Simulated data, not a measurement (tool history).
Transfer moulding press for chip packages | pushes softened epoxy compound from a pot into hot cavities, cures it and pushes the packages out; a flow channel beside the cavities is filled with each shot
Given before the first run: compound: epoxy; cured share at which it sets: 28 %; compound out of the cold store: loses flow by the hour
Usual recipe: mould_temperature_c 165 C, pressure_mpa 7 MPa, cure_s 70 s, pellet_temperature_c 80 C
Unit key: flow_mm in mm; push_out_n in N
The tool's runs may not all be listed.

run,hour,mould_temperature_c,pressure_mpa,cure_s,pellet_temperature_c,incoming compound's hours out of the cold store,flow_mm,push_out_n
1,0,165,7,70,80,11,793,833
# hour 5.5: cavities cleaned with cleaning compound and waxed
# hour 36: cavities cleaned with cleaning compound and waxed
2,48.3,165,7,70,80,36.9,686,695
# hour 68: cavities cleaned with cleaning compound and waxed
3,79.7,165,7,70,80,28.9,717,672
# hour 101.1: cavities cleaned with cleaning compound and waxed
4,109.3,165,7,70,80,19.9,747,724
# hour 114.6: plunger's sealing rings changed
# hour 134.4: cavities cleaned with cleaning compound and waxed
5,154.3,158,7,70,80,8.5,843,1305
# hour 167.7: cavities cleaned with cleaning compound and waxed
6,181.9,158,7,70,84,12.3,823,1287
# hour 199.6: cavities cleaned with cleaning compound and waxed
7,218.8,158,7,70,84,27.8,748,1211
# hour 229.7: cavities cleaned with cleaning compound and waxed
8,244.3,159,6.23,52,80,31.9,688,1848
# hour 262.2: mould's thermocouples calibrated
# hour 263.7: cavities cleaned with cleaning compound and waxed
9,272.5,165,5.53,108,89,44.1,588,361

What will run 10 give?
# hour 293.7: cavities cleaned with cleaning compound and waxed
10,305.7,157,5.21,85,76,18.6,?,?

{"run 10": {"flow_mm": 677, "push_out_n": 805}}
With the hidden condition absent and the run-to-run variation left alone, this run would have shown flow_mm 691 mm, push_out_n 671 N.
